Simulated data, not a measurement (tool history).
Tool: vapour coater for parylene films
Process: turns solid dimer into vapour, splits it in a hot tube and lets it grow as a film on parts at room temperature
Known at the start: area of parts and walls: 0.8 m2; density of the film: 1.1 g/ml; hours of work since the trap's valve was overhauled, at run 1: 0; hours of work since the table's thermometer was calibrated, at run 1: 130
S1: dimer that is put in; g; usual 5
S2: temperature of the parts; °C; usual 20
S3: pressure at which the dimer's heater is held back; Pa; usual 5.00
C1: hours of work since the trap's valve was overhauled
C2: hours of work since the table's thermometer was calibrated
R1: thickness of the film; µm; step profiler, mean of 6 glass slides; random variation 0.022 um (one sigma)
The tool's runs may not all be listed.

run	hour	S1	S2	S3	C1	C2	R1
1	0.0	5	20	5.00	0	130	4.43
2	43.8	5	20	5.00	27	157	4.42
3	92.3	5	20	2.27	58	187	4.98
4	136.9	5	20	2.27	86	215	4.95
5	176.6	5	20	2.27	110	240	4.96
6	228.4	5	20	2.27	143	272	4.97
7	275.1	5	20	2.27	172	302	4.96
8	303.8	5	20	5.00	190	320	4.46
9	356.2	5	20	5.00	223	352	4.38
10	385.9	5	20	5.00	241	371	4.40
11	436.4	5	20	5.00	273	403	4.40
# hour 492.0: trap's valve overhauled
12	492.0	5	20	5.00	0	435	4.41
13	518.9	5	20	5.00	17	452	4.41
14	551.1	5	20	5.00	37	472	4.41
15	591.2	5	20	5.00	62	497	4.40
16	637.1	5	20	5.00	91	526	4.42
17	685.4	5	20	5.00	121	556	4.40
18	729.1	5	20	5.00	148	583	4.43
19	751.6	5	20	5.00	162	597	4.38
20	800.2	5	20	5.00	193	628	4.38
21	825.9	5	20	5.00	209	644	4.36
22	868.5	5	20	5.00	235	670	4.33
23	918.2	5	20	5.00	266	701	4.34
24	970.0	4	15	5.00	299	734	4.12
# hour 985.2: trap's valve overhauled
25	1001.5	5	25	5.00	10	751	3.72
26	1035.4	2	15	5.00	31	772	2.03
27	1080.4	5	17	5.00	60	800	4.76
28	1107.9	5	20	11.83	77	817	3.83
29	1134.9	5	20	11.83	94	834	3.81
30	1184.2	5	17	7.50	124	865	4.51
31	1214.9	5	17	7.50	144	884	4.48
32	1261.6	5	14	10.50	173	914	4.71
33	1291.3	5	14	10.50	191	932	4.66
34	1319.8	5	19	5.00	209	950	4.48
35	1357.7	3	19	5.00	233	974	2.67
36	1403.3	5	20	11.18	261	1002	3.81
# hour 1419.0: table's thermometer calibrated
37	1453.7	4	20	6.45	292	22	3.31
# hour 1480.2: trap's valve overhauled
38	1480.2	5	15	2.19	0	36	5.46
# hour 1510.7: gauge calibrated
39	1529.9	3	28	4.20	31	67	2.14
40	1559.6	2	30	3.53	50	85	1.38
41	1596.2	2	30	3.53	72	108	1.38
42	1623.5	5	20	9.42	90	125	4.06
43	1655.8	4	20	5.00	110	146	3.53
44	1684.3	4	12	10.81	128	163	4.04
45	1721.5	5	17	8.86	151	187	4.49
46	1756.8	5	17	8.86	173	209	4.45

Hidden state at the last listed run before each entry between runs and at the first one after, where it differs:
Between runs 11 and 12: trap's valve overhauled (hour 492.0)
  vapour lost through the trap's worn valve, %: 0.2 -> 0; drift of the gauge itself on film_um, %: -0.76 -> -0.85
  measured less the result without the state, R1: -0.05 -> -0.04 µm
Between runs 24 and 25: trap's valve overhauled (hour 985.2)
  vapour lost through the trap's worn valve, %: 0.3 -> 0.1; drift of the gauge itself on film_um, %: -1.68 -> -1.73
  measured less the result without the state, R1: -0.09 -> -0.07 µm
Between runs 36 and 37: table's thermometer calibrated (hour 1419.0)
  vapour lost through the trap's worn valve, %: 0.2 -> 0.3; true temperature of the parts over the reading, C: 0.06 -> 0; drift of the gauge itself on film_um, %: -2.43 -> -2.51
  measured less the result without the state, R1: -0.11 -> -0.10 µm
Between runs 37 and 38: trap's valve overhauled (hour 1480.2)
  vapour lost through the trap's worn valve, %: 0.3 -> 0; drift of the gauge itself on film_um, %: -2.51 -> -2.55
  measured less the result without the state, R1: -0.10 -> -0.15 µm
Between runs 38 and 39: gauge calibrated (hour 1510.7)
  drift of the gauge itself on film_um, %: -2.55 -> -0.03
  measured less the result without the state, R1: -0.15 -> +0.00 µm
